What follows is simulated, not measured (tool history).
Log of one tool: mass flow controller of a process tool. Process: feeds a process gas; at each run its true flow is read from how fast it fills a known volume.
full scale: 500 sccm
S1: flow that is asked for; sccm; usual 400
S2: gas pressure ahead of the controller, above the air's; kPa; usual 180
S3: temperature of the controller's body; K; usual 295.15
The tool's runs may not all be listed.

{"run": 1, "hour": 0.0, "S1": 400, "S2": 180, "S3": 295.15, "true flow (%)": 99.32}
{"run": 2, "hour": 121.1, "S1": 400, "S2": 180, "S3": 295.15, "true flow (%)": 99.41}
{"run": 3, "hour": 369.3, "S1": 400, "S2": 180, "S3": 295.15, "true flow (%)": 99.51}
{"run": 4, "hour": 608.9, "S1": 400, "S2": 180, "S3": 295.15, "true flow (%)": 99.45}
{"run": 5, "hour": 863.8, "S1": 400, "S2": 180, "S3": 295.15, "true flow (%)": 99.28}
{"run": 6, "hour": 1015.5, "S1": 400, "S2": 180, "S3": 295.15, "true flow (%)": 99.21}
{"run": 7, "hour": 1221.0, "S1": 400, "S2": 180, "S3": 295.15, "true flow (%)": 99.15}
{"run": 8, "hour": 1408.8, "S1": 400, "S2": 180, "S3": 295.15, "true flow (%)": 99.2}
{"run": 9, "hour": 1612.3, "S1": 400, "S2": 180, "S3": 295.15, "true flow (%)": 99.04}
{"run": 10, "hour": 1827.5, "S1": 400, "S2": 180, "S3": 295.15, "true flow (%)": 99.27}
{"run": 11, "hour": 2032.4, "S1": 400, "S2": 279, "S3": 295.15, "true flow (%)": 99.69}
{"run": 12, "hour": 2140.5, "S1": 400, "S2": 279, "S3": 295.15, "true flow (%)": 99.66}
{"run": 13, "hour": 2245.8, "S1": 400, "S2": 279, "S3": 295.15, "true flow (%)": 99.67}
{"run": 14, "hour": 2435.7, "S1": 400, "S2": 279, "S3": 295.15, "true flow (%)": 99.61}
{"run": 15, "hour": 2598.8, "S1": 400, "S2": 180, "S3": 294.15, "true flow (%)": 98.81}
{"run": 16, "hour": 2851.7, "S1": 400, "S2": 180, "S3": 298.15, "true flow (%)": 99.04}
{"run": 17, "hour": 2962.6, "S1": 380, "S2": 180, "S3": 295.15, "true flow (%)": 98.82}
{"run": 18, "hour": 3219.0, "S1": 400, "S2": 180, "S3": 295.15, "true flow (%)": 98.94}
{"run": 19, "hour": 3372.9, "S1": 400, "S2": 180, "S3": 295.15, "true flow (%)": 98.86}
{"run": 20, "hour": 3580.0, "S1": 400, "S2": 181, "S3": 295.15, "true flow (%)": 98.88}
{"run": 21, "hour": 3830.9, "S1": 400, "S2": 180, "S3": 295.15, "true flow (%)": 98.72}
{"run": 22, "hour": 3967.0, "S1": 400, "S2": 180, "S3": 295.15, "true flow (%)": 98.62}
{"run": 23, "hour": 4089.8, "S1": 400, "S2": 180, "S3": 295.15, "true flow (%)": 98.56}
{"run": 24, "hour": 4296.9, "S1": 400, "S2": 180, "S3": 295.15, "true flow (%)": 98.66}
{"run": 25, "hour": 4458.7, "S1": 400, "S2": 180, "S3": 295.15, "true flow (%)": 98.54}
{"run": 26, "hour": 4564.0, "S1": 400, "S2": 180, "S3": 295.15, "true flow (%)": 98.68}
{"run": 27, "hour": 4770.3, "S1": 400, "S2": 196, "S3": 295.15, "true flow (%)": 98.57}
{"run": 28, "hour": 4955.2, "S1": 69, "S2": 194, "S3": 295.15, "true flow (%)": 98.08}
{"run": 29, "hour": 5190.2, "S1": 69, "S2": 194, "S3": 295.15, "true flow (%)": 97.97}
{"hour": 5330.1, "done": "controller's zero set anew"}
{"run": 30, "hour": 5330.1, "S1": 69, "S2": 194, "S3": 295.15, "true flow (%)": 98.02}
{"run": 31, "hour": 5472.0, "S1": 54, "S2": 156, "S3": 310.15, "true flow (%)": 99.23}

The next listed run, before its measurement:
{"run": 32, "hour": 5702.4, "S1": 54, "S2": 156, "S3": 310.15, "true flow (%)": "?"}

Run 32 gave true flow (%) 99.09.
Without the tool's hidden state the same run would have given true flow (%) 100.12.
